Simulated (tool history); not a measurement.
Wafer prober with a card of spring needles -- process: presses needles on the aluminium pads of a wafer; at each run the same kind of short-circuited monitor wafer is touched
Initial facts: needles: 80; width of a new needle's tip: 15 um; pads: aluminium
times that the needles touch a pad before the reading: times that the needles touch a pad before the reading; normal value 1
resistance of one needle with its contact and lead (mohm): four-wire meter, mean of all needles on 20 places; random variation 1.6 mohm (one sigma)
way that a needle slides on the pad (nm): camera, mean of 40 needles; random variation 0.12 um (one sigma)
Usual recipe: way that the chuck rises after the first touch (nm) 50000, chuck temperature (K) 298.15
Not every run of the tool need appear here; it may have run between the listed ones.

run   hour  way that the chuck rises after the first touch (nm)  chuck temperature (K)  times that the needles touch a pad before the reading  resistance of one needle with its contact and lead (mohm)  way that a needle slides on the pad (nm)
  1    0.0                                                50000                 298.15                                                      1                                                        333                                      8770
       3.5  -- tips cleaned on abrasive film
      10.0  -- tips cleaned on abrasive film
      14.1  -- height of the first contact set anew
  2   15.4                                                50000                 298.15                                                      1                                                        365                                     10490
      16.3  -- tips cleaned on abrasive film
      22.9  -- tips cleaned on abrasive film
      29.7  -- tips cleaned on abrasive film
  3   30.9                                                50000                 298.15                                                      1                                                        247                                     10180
      35.8  -- tips cleaned on abrasive film
  4   37.9                                                50000                 339.15                                                      1                                                        258                                     10380
      41.9  -- tips cleaned on abrasive film
      48.6  -- tips cleaned on abrasive film
  5   52.0                                                50000                 339.15                                                      1                                                        321                                     10310
      54.6  -- tips cleaned on abrasive film, once more
  6   60.2                                                50000                 339.15                                                      1                                                        378                                     10160
      61.1  -- tips cleaned on abrasive film
      68.0  -- tips cleaned on abrasive film
  7   70.0                                                50000                 303.15                                                      1                                                        281                                     10020
      74.1  -- tips cleaned on abrasive film
      79.9  -- tips cleaned on abrasive film
      86.0  -- tips cleaned on abrasive film
  8   86.0                                                50000                 303.15                                                      1                                                        178                                     10320
      92.4  -- tips cleaned on abrasive film
      99.0  -- tips cleaned on abrasive film
  9  100.0                                                50000                 303.15                                                      1                                                        223                                     10170
     104.8  -- tips cleaned on abrasive film
     110.8  -- tips cleaned on abrasive film
 10  111.5                                                50000                 298.15                                                      1                                                        236                                     10040
     117.7  -- tips cleaned on abrasive film
 11  123.2                                                50000                 298.15                                                      1                                                        399                                      9970
     124.6  -- tips cleaned on abrasive film
 12  129.9                                                50000                 298.15                                                      1                                                        381                                      9970
     131.5  -- tips cleaned on abrasive film
     138.0  -- tips cleaned on abrasive film
     144.1  -- tips cleaned on abrasive film
 13  144.1                                                50000                 298.15                                                      1                                                        189                                      9710
     150.8  -- tips cleaned on abrasive film
     156.8  -- tips cleaned on abrasive film
 14  158.2                                                50000                 298.15                                                      1                                                        246                                      9730
     163.1  -- tips cleaned on abrasive film
     169.3  -- tips cleaned on abrasive film
 15  171.6                                                50000                 298.15                                                      1                                                        291                                      9790
     175.4  -- tips cleaned on abrasive film
     181.6  -- tips cleaned on abrasive film
 16  186.6                                                50000                 298.15                                                      1                                                        399                                      9740
     187.4  -- tips cleaned on abrasive film
     194.1  -- tips cleaned on abrasive film
 17  194.9                                                50000                 298.15                                                      1                                                        237                                      9610
     200.0  -- tips cleaned on abrasive film
 18  202.6                                                50000                 298.15                                                      1                                                        334                                      9800
     205.9  -- tips cleaned on abrasive film
     212.2  -- tips cleaned on abrasive film
 19  213.2                                                50000                 298.15                                                      1                                                        269                                      9810
     218.3  -- tips cleaned on abrasive film
 20  221.2                                                62000                 298.15                                                      2                                                        231                                     12170
     224.9  -- tips cleaned on abrasive film
     231.5  -- tips cleaned on abrasive film
 21  233.8                                                39000                 301.15                                                      3                                                        269                                      7090
     237.9  -- tips cleaned on abrasive film
     243.9  -- tips cleaned on abrasive film
 22  246.9                                                31000                 298.15                                                      2                                                        515                                      5580
     249.9  -- tips cleaned on abrasive film
     255.7  -- tips cleaned on abrasive film
 23  258.0                                                36000                 315.15                                                      1                                                        475                                      6530
     262.0  -- tips cleaned on abrasive film
     268.0  -- tips cleaned on abrasive film
 24  269.0                                                36000                 315.15                                                      1                                                        335                                      6500
     274.7  -- tips cleaned on abrasive film
 25  280.4                                                67000                 351.15                                                      2                                                        256                                     13080
     281.3  -- tips cleaned on abrasive film
     287.8  -- tips cleaned on abrasive film
 26  288.9                                                67000                 300.15                                                      2                                                        197                                     12800
     293.6  -- tips cleaned on abrasive film
     300.2  -- tips cleaned on abrasive film
 27  303.1                                                50000                 311.15                                                      2                                                        278                                      9500
     306.5  -- tips cleaned on abrasive film
     312.9  -- tips cleaned on abrasive film
 28  314.0                                                50000                 303.15                                                      3                                                        212                                      9320
     319.1  -- tips cleaned on abrasive film
 29  320.6                                                63000                 303.15                                                      3                                                        195                                     12200
     325.0  -- tips cleaned on abrasive film
 30  329.3                                                50000                 324.15                                                      2                                                        316                                      9270
     331.7  -- tips cleaned on abrasive film
     338.7  -- tips cleaned on abrasive film
 31  339.6                                                50000                 324.15                                                      2                                                        242                                      9100
     344.8  -- tips cleaned on abrasive film
     351.7  -- tips cleaned on abrasive film
 32  351.7                                                60000                 320.15                                                      2                                                        185                                     11350

For each run, the measured value with the value that run would have given without the tool's hidden condition subtracted. The run-to-run variation is shared by both, the gauge scatter possibly not:
Unlogged tool condition in this case: debris on the tips, nm; way that the needles fall short of the set height, um; tips' diameter, um; drift of the gauge itself on contact_mohm, %; drift of the gauge itself on scrub_um, %.
run  resistance of one needle with its contact and lead (mohm)  way that a needle slides on the pad (nm)
  1                                                       +172                                     -1280
  2                                                       +202                                        +0
  3                                                        +87                                       -90
  4                                                        +91                                      -110
  5                                                       +151                                      -150
  6                                                       +207                                      -180
  7                                                       +118                                      -230
  8                                                        +15                                      -300
  9                                                        +64                                      -340
 10                                                        +75                                      -380
 11                                                       +240                                      -400
 12                                                       +222                                      -410
 13                                                        +29                                      -470
 14                                                        +86                                      -530
 15                                                       +130                                      -570
 16                                                       +236                                      -620
 17                                                        +76                                      -650
 18                                                       +172                                      -670
 19                                                       +106                                      -740
 20                                                        +77                                      -740
 21                                                        +98                                      -790
 22                                                       +335                                      -850
 23                                                       +300                                      -880
 24                                                       +159                                      -910
 25                                                        +92                                      -960
 26                                                        +42                                      -990
 27                                                       +112                                     -1050
 28                                                        +49                                     -1090
 29                                                        +37                                     -1120
 30                                                       +150                                     -1130
 31                                                        +76                                     -1170
 32                                                        +25                                     -1220
